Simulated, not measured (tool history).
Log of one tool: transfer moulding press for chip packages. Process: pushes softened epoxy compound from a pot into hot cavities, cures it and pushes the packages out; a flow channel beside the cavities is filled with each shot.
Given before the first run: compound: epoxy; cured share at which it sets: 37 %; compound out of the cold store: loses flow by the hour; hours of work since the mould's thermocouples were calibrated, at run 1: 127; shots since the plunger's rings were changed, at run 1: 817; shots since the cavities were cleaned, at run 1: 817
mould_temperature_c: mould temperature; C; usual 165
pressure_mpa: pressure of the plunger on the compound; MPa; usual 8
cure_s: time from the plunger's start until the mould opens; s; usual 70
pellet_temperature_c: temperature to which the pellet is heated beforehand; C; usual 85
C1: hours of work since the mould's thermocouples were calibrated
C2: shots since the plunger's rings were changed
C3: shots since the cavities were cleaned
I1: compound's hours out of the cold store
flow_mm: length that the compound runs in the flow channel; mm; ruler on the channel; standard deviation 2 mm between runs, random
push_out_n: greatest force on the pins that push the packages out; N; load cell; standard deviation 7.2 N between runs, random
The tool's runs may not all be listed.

run 1 day=0 | mould_temperature_c=165 pressure_mpa=8 cure_s=70 pellet_temperature_c=85 | C1=127 C2=817 C3=817 | I1=45.2 | flow_mm=550 push_out_n=539
-- day=0.554 cavities cleaned with cleaning compound and waxed
run 2 day=1.754 | mould_temperature_c=165 pressure_mpa=8 cure_s=70 pellet_temperature_c=85 | C1=151 C2=1326 C3=361 | I1=9.1 | flow_mm=664 push_out_n=687
-- day=3.708 cavities cleaned with cleaning compound and waxed
run 3 day=4.262 | mould_temperature_c=165 pressure_mpa=8 cure_s=70 pellet_temperature_c=85 | C1=185 C2=2063 C3=167 | I1=11.2 | flow_mm=647 push_out_n=440
run 4 day=5.333 | mould_temperature_c=165 pressure_mpa=8 cure_s=72 pellet_temperature_c=85 | C1=200 C2=2385 C3=489 | I1=28.2 | flow_mm=591 push_out_n=498
-- day=6.875 cavities cleaned with cleaning compound and waxed
run 5 day=7.571 | mould_temperature_c=165 pressure_mpa=6.03 cure_s=70 pellet_temperature_c=85 | C1=230 C2=3039 C3=209 | I1=41.5 | flow_mm=480 push_out_n=429
run 6 day=8.796 | mould_temperature_c=159 pressure_mpa=8 cure_s=70 pellet_temperature_c=91 | C1=247 C2=3408 C3=578 | I1=12.6 | flow_mm=649 push_out_n=814
-- day=10.046 cavities cleaned with cleaning compound and waxed
-- day=10.233 cavities cleaned with cleaning compound and waxed, once more
run 7 day=11.129 | mould_temperature_c=159 pressure_mpa=8 cure_s=70 pellet_temperature_c=91 | C1=278 C2=4073 C3=270 | I1=22.3 | flow_mm=617 push_out_n=674
run 8 day=13.129 | mould_temperature_c=159 pressure_mpa=8 cure_s=70 pellet_temperature_c=91 | C1=305 C2=4675 C3=872 | I1=15.4 | flow_mm=632 push_out_n=838
-- day=13.5 cavities cleaned with cleaning compound and waxed
-- day=14.117 plunger's sealing rings changed
run 9 day=14.971 | mould_temperature_c=159 pressure_mpa=8 cure_s=70 pellet_temperature_c=91 | C1=329 C2=257 C3=412 | I1=41.6 | flow_mm=577 push_out_n=667
run 10 day=16.004 | mould_temperature_c=161 pressure_mpa=8 cure_s=70 pellet_temperature_c=89 | C1=343 C2=567 C3=722 | I1=20.8 | flow_mm=632 push_out_n=722

3 options for the next run, each taken on its own from the tool as it stands now. Forecast them:
-- day=16.854 cavities cleaned with cleaning compound and waxed
run A day=17.279 | mould_temperature_c=161 pressure_mpa=9.44 cure_s=74 pellet_temperature_c=89 | C1=360 C2=932 C3=127 | I1=45.5 | flow_mm=? push_out_n=?
-- day=16.854 cavities cleaned with cleaning compound and waxed
run B day=17.279 | mould_temperature_c=161 pressure_mpa=6.14 cure_s=70 pellet_temperature_c=79 | C1=360 C2=932 C3=127 | I1=12.5 | flow_mm=? push_out_n=?
-- day=16.854 cavities cleaned with cleaning compound and waxed
run C day=17.279 | mould_temperature_c=165 pressure_mpa=8 cure_s=70 pellet_temperature_c=84 | C1=360 C2=932 C3=127 | I1=10.5 | flow_mm=? push_out_n=?

run=A flow_mm=601 push_out_n=424
run=B flow_mm=576 push_out_n=541
run=C flow_mm=657 push_out_n=434
What these runs would have given with no unlogged condition in the tool:
run=A flow_mm=604 push_out_n=305
run=B flow_mm=578 push_out_n=383
run=C flow_mm=660 push_out_n=312

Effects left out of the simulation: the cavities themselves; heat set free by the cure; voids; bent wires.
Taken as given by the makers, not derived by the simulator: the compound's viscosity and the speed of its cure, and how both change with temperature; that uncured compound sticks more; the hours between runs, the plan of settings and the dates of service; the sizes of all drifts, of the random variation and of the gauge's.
